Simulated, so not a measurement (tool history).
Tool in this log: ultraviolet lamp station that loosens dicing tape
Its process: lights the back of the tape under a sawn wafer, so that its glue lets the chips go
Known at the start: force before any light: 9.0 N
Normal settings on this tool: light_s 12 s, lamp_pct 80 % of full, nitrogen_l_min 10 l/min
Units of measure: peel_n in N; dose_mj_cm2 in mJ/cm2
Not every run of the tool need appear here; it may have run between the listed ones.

run 1 hour=0.0 | light_s=12 lamp_pct=80 nitrogen_l_min=10 | peel_n=0.422 dose_mj_cm2=549
run 2 hour=4.6 | light_s=12 lamp_pct=80 nitrogen_l_min=10 | peel_n=0.425 dose_mj_cm2=544
run 3 hour=10.5 | light_s=12 lamp_pct=80 nitrogen_l_min=10 | peel_n=0.448 dose_mj_cm2=543
run 4 hour=14.9 | light_s=12 lamp_pct=80 nitrogen_l_min=10 | peel_n=0.439 dose_mj_cm2=544
run 5 hour=19.9 | light_s=12 lamp_pct=80 nitrogen_l_min=10 | peel_n=0.442 dose_mj_cm2=540
run 6 hour=26.6 | light_s=12 lamp_pct=80 nitrogen_l_min=10 | peel_n=0.441 dose_mj_cm2=538
run 7 hour=31.9 | light_s=7 lamp_pct=80 nitrogen_l_min=10 | peel_n=1.377 dose_mj_cm2=316
run 8 hour=38.7 | light_s=7 lamp_pct=80 nitrogen_l_min=10 | peel_n=1.357 dose_mj_cm2=314
run 9 hour=43.0 | light_s=7 lamp_pct=80 nitrogen_l_min=10 | peel_n=1.395 dose_mj_cm2=313
run 10 hour=52.6 | light_s=7 lamp_pct=80 nitrogen_l_min=10 | peel_n=1.394 dose_mj_cm2=311
run 11 hour=59.0 | light_s=12 lamp_pct=80 nitrogen_l_min=13 | peel_n=0.386 dose_mj_cm2=529
run 12 hour=65.2 | light_s=12 lamp_pct=68 nitrogen_l_min=10 | peel_n=0.684 dose_mj_cm2=445
run 13 hour=69.3 | light_s=12 lamp_pct=68 nitrogen_l_min=10 | peel_n=0.688 dose_mj_cm2=451
run 14 hour=74.8 | light_s=12 lamp_pct=68 nitrogen_l_min=10 | peel_n=0.683 dose_mj_cm2=450
run 15 hour=82.5 | light_s=12 lamp_pct=68 nitrogen_l_min=10 | peel_n=0.692 dose_mj_cm2=448
run 16 hour=89.1 | light_s=12 lamp_pct=96 nitrogen_l_min=10 | peel_n=0.316 dose_mj_cm2=634
run 17 hour=97.1 | light_s=12 lamp_pct=96 nitrogen_l_min=10 | peel_n=0.336 dose_mj_cm2=626
run 18 hour=103.7 | light_s=8 lamp_pct=80 nitrogen_l_min=10 | peel_n=1.195 dose_mj_cm2=348
run 19 hour=108.1 | light_s=12 lamp_pct=80 nitrogen_l_min=10 | peel_n=0.509 dose_mj_cm2=521
run 20 hour=115.5 | light_s=12 lamp_pct=80 nitrogen_l_min=10 | peel_n=0.496 dose_mj_cm2=514
run 21 hour=123.7 | light_s=12 lamp_pct=80 nitrogen_l_min=10 | peel_n=0.504 dose_mj_cm2=518
run 22 hour=131.9 | light_s=8 lamp_pct=80 nitrogen_l_min=10 | peel_n=1.198 dose_mj_cm2=338
run 23 hour=141.3 | light_s=9 lamp_pct=63 nitrogen_l_min=4 | peel_n=2.621 dose_mj_cm2=309
run 24 hour=148.4 | light_s=9 lamp_pct=63 nitrogen_l_min=4 | peel_n=2.585 dose_mj_cm2=294
run 25 hour=154.5 | light_s=9 lamp_pct=62 nitrogen_l_min=10 | peel_n=1.560 dose_mj_cm2=297
run 26 hour=160.9 | light_s=6 lamp_pct=82 nitrogen_l_min=10 | peel_n=1.890 dose_mj_cm2=257
run 27 hour=169.7 | light_s=10 lamp_pct=79 nitrogen_l_min=10 | peel_n=0.809 dose_mj_cm2=411
run 28 hour=176.8 | light_s=10 lamp_pct=79 nitrogen_l_min=10 | peel_n=0.789 dose_mj_cm2=412
run 29 hour=185.6 | light_s=14 lamp_pct=70 nitrogen_l_min=10 | peel_n=0.510 dose_mj_cm2=504
run 30 hour=192.1 | light_s=9 lamp_pct=85 nitrogen_l_min=10 | peel_n=0.894 dose_mj_cm2=393
run 31 hour=196.4 | light_s=11 lamp_pct=86 nitrogen_l_min=10 | peel_n=0.564 dose_mj_cm2=487
run 32 hour=202.4 | light_s=11 lamp_pct=86 nitrogen_l_min=10 | peel_n=0.558 dose_mj_cm2=481
run 33 hour=209.3 | light_s=17 lamp_pct=86 nitrogen_l_min=6 | peel_n=0.341 dose_mj_cm2=748
run 34 hour=215.7 | light_s=17 lamp_pct=86 nitrogen_l_min=6 | peel_n=0.341 dose_mj_cm2=752
run 35 hour=220.3 | light_s=9 lamp_pct=80 nitrogen_l_min=3 | peel_n=2.331 dose_mj_cm2=367
run 36 hour=229.2 | light_s=9 lamp_pct=80 nitrogen_l_min=3 | peel_n=2.404 dose_mj_cm2=364
run 37 hour=236.0 | light_s=12 lamp_pct=63 nitrogen_l_min=13 | peel_n=0.760 dose_mj_cm2=379
run 38 hour=243.2 | light_s=12 lamp_pct=63 nitrogen_l_min=13 | peel_n=0.766 dose_mj_cm2=381
run 39 hour=250.5 | light_s=12 lamp_pct=63 nitrogen_l_min=13 | peel_n=0.834 dose_mj_cm2=381
run 40 hour=255.7 | light_s=11 lamp_pct=88 nitrogen_l_min=3 | peel_n=1.584 dose_mj_cm2=487
run 41 hour=259.6 | light_s=23 lamp_pct=67 nitrogen_l_min=3 | peel_n=0.625 dose_mj_cm2=767
run 42 hour=264.3 | light_s=23 lamp_pct=67 nitrogen_l_min=3 | peel_n=0.632 dose_mj_cm2=758
run 43 hour=269.2 | light_s=23 lamp_pct=67 nitrogen_l_min=3 | peel_n=0.670 dose_mj_cm2=766

Here are 3 independent what-if runs from the current tool condition. What would each one return?
run A hour=277.6 | light_s=23 lamp_pct=74 nitrogen_l_min=4 | peel_n=? dose_mj_cm2=?
run B hour=277.6 | light_s=15 lamp_pct=80 nitrogen_l_min=19 | peel_n=? dose_mj_cm2=?
run C hour=277.6 | light_s=6 lamp_pct=63 nitrogen_l_min=10 | peel_n=? dose_mj_cm2=?

run=A peel_n=0.404 dose_mj_cm2=840
run=B peel_n=0.231 dose_mj_cm2=594
run=C peel_n=2.909 dose_mj_cm2=187
With no hidden state in the tool, these same runs would have given:
run=A peel_n=0.281 dose_mj_cm2=1005
run=B peel_n=0.183 dose_mj_cm2=710
run=C peel_n=2.344 dose_mj_cm2=223

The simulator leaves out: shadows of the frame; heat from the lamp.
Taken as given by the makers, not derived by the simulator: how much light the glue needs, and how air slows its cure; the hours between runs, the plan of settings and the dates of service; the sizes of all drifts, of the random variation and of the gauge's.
